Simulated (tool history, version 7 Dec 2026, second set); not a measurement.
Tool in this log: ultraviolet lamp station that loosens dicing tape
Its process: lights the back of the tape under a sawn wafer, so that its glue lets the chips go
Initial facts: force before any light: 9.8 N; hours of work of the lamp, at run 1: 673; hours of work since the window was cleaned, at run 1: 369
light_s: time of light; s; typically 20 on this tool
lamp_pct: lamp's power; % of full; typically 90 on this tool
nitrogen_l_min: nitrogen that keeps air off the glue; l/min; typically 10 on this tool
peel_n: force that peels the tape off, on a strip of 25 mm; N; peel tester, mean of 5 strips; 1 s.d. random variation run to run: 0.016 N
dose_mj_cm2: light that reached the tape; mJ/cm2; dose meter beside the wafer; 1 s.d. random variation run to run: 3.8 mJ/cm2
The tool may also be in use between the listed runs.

run     day  light_s  lamp_pct  nitrogen_l_min  hours of work of the lamp  hours of work since the window was cleaned  peel_n  dose_mj_cm2
  1       0       20        90              10                        673                                         369   1.525          465
      0.262  -- window cleaned of glue's vapour
  2   2.129       20        90              10                        698                                          22   1.266          500
  3   4.088       20        90              10                        721                                          45   1.302          499
  4   5.312       20        90              10                        736                                          60   1.302          495
  5   6.617       20        90              10                        751                                          75   1.355          487
  6   9.246       20        90              10                        782                                         106   1.425          475
  7  10.762       20        90              10                        800                                         124   1.443          475
  8  12.783       20        90              10                        824                                         148   1.463          463
  9  15.454       20        90              10                        855                                         179   1.552          450
     16.312  -- lamp changed
 10  17.692       20        90              10                         16                                         205   0.901          603
 11  20.129       20        90              10                         45                                         234   0.905          601
 12  22.196       20        90               7                         69                                         258   1.252          584
 13  24.675       20        90               7                         99                                         288   1.328          579
 14    25.8       20        73              10                        112                                         301   1.503          462
 15  27.867       20        73              10                        136                                         325   1.537          457
 16  30.362       20        73              10                        166                                         355   1.577          450
     31.817  -- window cleaned of glue's vapour
 17  32.212       20        73              10                        187                                           5   1.356          487
 18  34.675       20        73              10                        216                                          34   1.448          482
 19  37.392       20        90              10                        249                                          66   0.941          577
 20  39.358       20        90              10                        272                                          89   0.997          568
 21  41.879       20        90              10                        301                                         119   1.018          568
 22    44.3       11        90              10                        330                                         147   2.833          308
 23  45.954       33        79              10                        350                                         167   0.492          802
 24  47.212       33        85              10                        364                                         182   0.446          842
 25  49.683       33        85              10                        394                                         211   0.447          832
 26  51.475       33        85              10                        415                                         232   0.466          828
 27  52.979       33        91               6                        432                                         250   0.664          872
 28  55.496       20        96              10                        462                                         279   1.077          544
 29  57.796       12        74               8                        489                                         307   3.808          250
 30  59.408       20        97              14                        508                                         326   0.878          538
 31  61.004       20        97              14                        527                                         344   0.897          531
 32  63.054       20        97              14                        551                                         369   0.935          525
     63.517  -- window cleaned of glue's vapour
 33  64.217       13        95               6                        565                                           8   2.945          369
 34  66.067       13        95               6                        587                                          30   2.912          360
 35  68.783       13        99              20                        619                                          62   1.421          368
 36  70.121       13        72               6                        635                                          78   4.138          268
 37  71.579       13        72               6                        652                                          95   4.145          258
 38  74.192       29        90              10                        683                                         126   0.611          714
 39  75.496       29        90              10                        698                                         141   0.618          708
 40  78.192       29        90              10                        730                                         173   0.669          695
 41  80.867       29        90              10                        761                                         205   0.706          685
 42  83.429       14        90              11                        792                                         235   2.416          323
 43  84.912       14        92               6                        809                                         252   3.118          326
 44  86.938       22        92               6                        833                                         276   1.827          506

Describe how what the log doesn't record of the tool's condition differs between the last listed run preceding each entry between runs and the first listed run following it.
Between runs 1 and 2: window cleaned of glue's vapour (day 0.262)
  lamp's light, % of a new lamp's: 79 -> 78.2; light that the window lets through, % of a clean one's: 90.2 -> 99.1
  measured value less the no-hidden-state value, peel_n: +0.738 -> +0.509 N; dose_mj_cm2: -188 -> -146 mJ/cm2
Between runs 9 and 10: lamp changed (day 16.312)
  lamp's light, % of a new lamp's: 73.5 -> 98.4; light that the window lets through, % of a clean one's: 95.1 -> 94.4
  measured value less the no-hidden-state value, peel_n: +0.781 -> +0.128 N; dose_mj_cm2: -194 -> -46 mJ/cm2
Between runs 16 and 17: window cleaned of glue's vapour (day 31.817)
  lamp's light, % of a new lamp's: 94 -> 93.3; light that the window lets through, % of a clean one's: 90.6 -> 98.9
  measured value less the no-hidden-state value, peel_n: +0.4 -> +0.188 N; dose_mj_cm2: -78 -> -41 mJ/cm2
Between runs 32 and 33: window cleaned of glue's vapour (day 63.517)
  lamp's light, % of a new lamp's: 82.9 -> 82.5; light that the window lets through, % of a clean one's: 89.9 -> 99.2
  measured value less the no-hidden-state value, peel_n: +0.438 -> +0.675 N; dose_mj_cm2: -181 -> -81 mJ/cm2

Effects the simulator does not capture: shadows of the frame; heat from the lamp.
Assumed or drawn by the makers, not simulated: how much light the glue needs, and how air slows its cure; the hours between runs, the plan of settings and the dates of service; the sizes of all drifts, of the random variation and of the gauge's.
